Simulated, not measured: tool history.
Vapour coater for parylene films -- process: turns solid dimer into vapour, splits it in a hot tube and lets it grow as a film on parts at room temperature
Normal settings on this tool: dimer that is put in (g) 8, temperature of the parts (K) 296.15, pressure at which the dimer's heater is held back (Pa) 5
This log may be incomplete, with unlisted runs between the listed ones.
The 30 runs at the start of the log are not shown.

run,hour,dimer that is put in (g),temperature of the parts (K),pressure at which the dimer's heater is held back (Pa),hours of work since the trap's valve was overhauled,hours of work since the table's thermometer was calibrated,thickness of the film (µm)
31,1692.1,8,296.15,5,121,720,5.8
32,1760.4,8,297.15,11.01,175,774,5.04
33,1813.4,8,296.15,2.83,217,816,6.14
34,1853,8,296.15,2.83,248,847,6.04
35,1914.3,8,296.15,2.83,297,896,5.93
# hour 1964.6: trap's valve overhauled
36,1982,8,296.15,2.84,14,946,6.43
37,2043.4,8,296.15,2.84,62,995,6.41
38,2114.6,8,294.15,2.47,119,1052,6.65
# hour 2130.7: table's thermometer calibrated
39,2160.7,4,297.15,2.09,155,24,3.19
40,2202.9,4,297.15,2.09,188,57,3.15
41,2260.8,6,297.15,8.84,234,103,3.92
42,2323.3,13,292.15,4.13,283,153,10.17
43,2365.1,4,295.15,9.57,317,186,2.56
# hour 2388.4: trap's valve overhauled
44,2418.3,4,296.15,5,24,225,3.01
45,2461.1,4,295.15,2.41,58,259,3.38
46,2532.6,4,301.15,3.48,114,315,2.81
47,2583.7,4,303.15,11.35,155,356,2.31

What if the next run were any one of these 3? Each begins from the tool's condition after run 47:
A,2629.7,10,296.15,7.87,191,392,?
B,2629.7,9,302.15,2.54,191,392,?
C,2629.7,4,296.15,11.35,191,392,?

run,thickness of the film (µm)
A,6.75
B,6.26
C,2.58
What these runs would have given with no unlogged condition in the tool:
run,thickness of the film (µm)
A,7.21
B,6.7
C,2.76
